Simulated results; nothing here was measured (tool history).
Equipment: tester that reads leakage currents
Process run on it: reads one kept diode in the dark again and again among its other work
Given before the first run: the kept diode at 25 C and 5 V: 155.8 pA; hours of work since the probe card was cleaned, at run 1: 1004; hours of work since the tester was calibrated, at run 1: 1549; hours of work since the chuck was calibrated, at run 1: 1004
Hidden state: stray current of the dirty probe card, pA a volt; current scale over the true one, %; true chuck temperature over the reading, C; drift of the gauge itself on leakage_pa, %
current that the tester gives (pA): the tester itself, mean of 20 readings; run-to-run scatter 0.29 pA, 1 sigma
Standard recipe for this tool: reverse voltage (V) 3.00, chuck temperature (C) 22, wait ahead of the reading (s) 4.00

run	day	reverse voltage (V)	chuck temperature (C)	wait ahead of the reading (s)	hours of work since the probe card was cleaned	hours of work since the tester was calibrated	hours of work since the chuck was calibrated	current that the tester gives (pA)
1	0.000	3.00	22	4.00	1004	1549	1004	90.80
2	5.875	3.00	22	4.00	1086	1632	1086	90.18
3	11.354	3.00	22	4.00	1163	1708	1163	90.07
4	17.304	3.00	22	4.00	1247	1792	1247	89.82
# day 22.083: chuck's temperature calibrated
5	22.367	5.93	22	4.00	1317	1862	4	145.75
# day 24.329: probe card cleaned and baked
6	27.358	5.93	21	4.00	42	1930	72	125.03
7	31.321	5.93	21	4.00	98	1986	128	125.53
8	34.846	4.99	35	3.93	148	2035	177	338.45
9	40.467	1.13	23	3.93	226	2114	256	64.35
10	46.192	5.27	22	0.40	307	2194	337	129.01
11	49.833	6.28	24	1.73	358	2245	388	161.46
12	53.688	6.28	24	1.73	412	2299	442	161.02
13	58.350	1.25	31	7.15	477	2365	507	123.54

What if the next run were any one of these 5? Each begins from the tool's condition after run 13:
A	61.092	4.18	37	4.00	516	2403	546	?
B	61.092	7.10	52	0.36	516	2403	546	?
C	61.092	3.00	22	0.71	516	2403	546	?
D	61.092	8.75	22	0.31	516	2403	546	?
E	61.092	14.01	22	0.40	516	2403	546	?

run	current that the tester gives (pA)
A	349.10
B	1293.63
C	95.19
D	167.14
E	213.03
With the hidden condition removed and each run's random variation left untouched, the same runs would have given:
run	current that the tester gives (pA)
A	357.13
B	1324.49
C	96.43
D	166.69
E	210.42
